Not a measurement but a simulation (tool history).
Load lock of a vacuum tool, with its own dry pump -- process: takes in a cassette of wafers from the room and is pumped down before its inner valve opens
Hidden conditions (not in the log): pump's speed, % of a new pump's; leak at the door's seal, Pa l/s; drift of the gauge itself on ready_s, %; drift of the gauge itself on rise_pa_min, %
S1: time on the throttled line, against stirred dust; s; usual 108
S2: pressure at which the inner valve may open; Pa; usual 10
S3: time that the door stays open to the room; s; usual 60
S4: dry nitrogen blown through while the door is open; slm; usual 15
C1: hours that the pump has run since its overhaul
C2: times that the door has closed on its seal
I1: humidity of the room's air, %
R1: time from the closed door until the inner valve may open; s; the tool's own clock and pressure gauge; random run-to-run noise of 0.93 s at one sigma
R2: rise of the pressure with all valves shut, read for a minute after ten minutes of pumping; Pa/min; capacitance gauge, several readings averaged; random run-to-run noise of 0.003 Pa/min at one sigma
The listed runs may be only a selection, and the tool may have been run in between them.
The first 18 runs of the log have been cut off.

run    hour   S1  S2   S3  S4     C1     C2    I1     R1     R2
 19  5369.2  108  13   29  12  13553   1487  47.6  162.8  0.023
 20  5690.3  108  13   29  12  13874   2234  44.3  164.0  0.030
 21  6116.3  108  14   60  27  14300   3225  41.5  162.7  0.036
 22  6373.7  126   7   46  15  14558   3824  47.0  183.1  0.049
 23  6562.8  126   8   46  30  14747   4264  44.0  181.6  0.038
 24  6963.8  126  16   46   7  15148   5197  45.8  178.5  0.068
 25  7291.6  114  14   32   7  15475   5959  42.9  167.9  0.065
 26  7680.0  114  14   32   7  15864   6863  45.1  168.7  0.078
 27  8124.8  114  14   32   7  16309   7898  44.4  169.5  0.090
 28  8425.5  108  10   44  38  16609   8597  43.3  168.8  0.078
 29  8812.8  108  10   44  38  16997   9498  42.4  167.4  0.095
 30  9171.4  108  18   44  32  17355  10333  45.5  163.4  0.109
 31  9525.5  121  10  191  26  17709  11156  43.9  178.0  0.124

Predict each of these 3 candidate next runs independently; none follows another, all start after run 31:
  A  9738.4  215  10   71  26  17922  11652  43.8   ?   ?
  B  9738.4  121   7  191  22  17922  11652  43.8   ?   ?
  C  9738.4  121  10  191  30  17922  11652  41.1   ?   ?

run     R1     R2
  A  252.2  0.127
  B  182.4  0.142
  C  179.4  0.132
With the hidden condition removed and each run's random variation left untouched, the same runs would have given:
run     R1     R2
  A  244.9  0.014
  B  171.2  0.028
  C  168.9  0.018
